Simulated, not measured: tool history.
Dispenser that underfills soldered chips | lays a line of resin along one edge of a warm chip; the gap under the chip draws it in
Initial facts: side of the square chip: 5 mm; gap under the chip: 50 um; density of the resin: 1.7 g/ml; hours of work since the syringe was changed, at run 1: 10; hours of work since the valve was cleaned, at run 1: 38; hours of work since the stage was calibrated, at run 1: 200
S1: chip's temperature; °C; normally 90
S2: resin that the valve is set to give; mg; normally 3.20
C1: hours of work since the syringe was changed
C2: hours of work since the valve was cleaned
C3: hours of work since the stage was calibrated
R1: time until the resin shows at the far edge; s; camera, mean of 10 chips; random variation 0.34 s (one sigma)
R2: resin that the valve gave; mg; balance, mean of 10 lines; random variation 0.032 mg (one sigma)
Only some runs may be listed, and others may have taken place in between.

run,hour,S1,S2,C1,C2,C3,R1,R2
1,0.0,90,3.20,10,38,200,23.1,3.13
# hour 1.7: new syringe of resin
2,5.4,90,4.18,3,42,204,17.1,4.05
3,11.9,90,3.20,8,47,209,22.0,3.11
# hour 15.9: new syringe of resin
4,17.2,90,3.20,1,51,213,17.1,3.06
5,22.7,90,3.20,5,55,217,20.3,3.05
6,29.0,90,3.20,10,60,222,24.6,3.03
# hour 30.3: new syringe of resin
7,32.6,96,3.20,2,62,224,15.5,3.08
8,35.9,90,3.20,4,65,227,19.5,3.08
9,41.3,90,2.87,8,69,231,23.6,2.70
# hour 44.3: new syringe of resin
10,46.2,90,2.87,2,73,235,17.6,2.71
11,50.8,90,2.87,5,76,238,20.5,2.70
12,56.8,83,2.87,10,81,243,30.6,2.68
# hour 58.5: new syringe of resin
13,63.6,83,2.87,4,86,248,22.8,2.66
14,70.0,90,3.20,9,91,253,23.1,2.98
# hour 72.4: new syringe of resin
15,73.3,90,3.20,1,93,255,16.3,2.97
16,77.5,85,3.20,4,96,258,22.3,3.00
17,80.6,85,3.20,6,98,261,24.0,2.97
# hour 86.4: new syringe of resin
18,87.0,85,3.20,0,103,265,19.6,2.94
19,90.5,85,3.20,3,106,268,21.0,2.88
20,95.9,84,3.39,7,110,272,25.1,3.13
# hour 100.3: new syringe of resin
21,100.3,84,3.39,0,113,275,18.7,3.10
22,103.3,90,2.94,2,115,277,18.1,2.70
# hour 104.8: dispensing valve cleaned and set on the balance
23,109.4,90,2.94,6,4,281,21.0,3.00
# hour 115.3: new syringe of resin
24,115.6,90,2.94,0,8,286,15.9,2.91
25,120.2,97,3.24,4,12,289,15.4,3.15
26,126.6,95,3.42,9,16,294,19.5,3.38
# hour 129.3: new syringe of resin
27,133.0,92,3.11,3,21,299,17.1,3.02
28,136.1,94,4.10,5,24,301,17.4,4.03
# hour 140.5: stage's temperature calibrated
29,140.5,78,2.83,8,26,0,33.4,2.73
# hour 144.6: new syringe of resin
30,145.3,80,3.20,1,30,3,23.6,3.08
31,151.2,105,3.83,5,34,8,14.0,3.73
32,157.9,105,3.83,10,39,13,16.5,3.74
# hour 158.6: new syringe of resin
33,162.4,95,3.87,3,42,16,16.0,3.68
34,168.4,78,3.87,7,47,21,31.9,3.71
35,171.9,77,3.25,10,50,24,38.3,3.14

Alternative continuations, all from the tool just after run 35; predict every row:
# hour 172.8: new syringe of resin
A,175.7,90,3.69,2,52,26,?,?
# hour 172.8: new syringe of resin
B,175.7,99,3.82,2,52,26,?,?
# hour 172.8: new syringe of resin
C,175.7,90,3.39,2,52,26,?,?
# hour 172.8: new syringe of resin
D,175.7,93,3.86,2,52,26,?,?

run,R1,R2
A,18.2,3.54
B,14.0,3.71
C,18.9,3.22
D,16.0,3.75
Take away the tool's hidden state, keep each run's random variation, and the runs would have read:
run,R1,R2
A,16.5,3.71
B,12.7,3.88
C,17.1,3.37
D,14.5,3.93
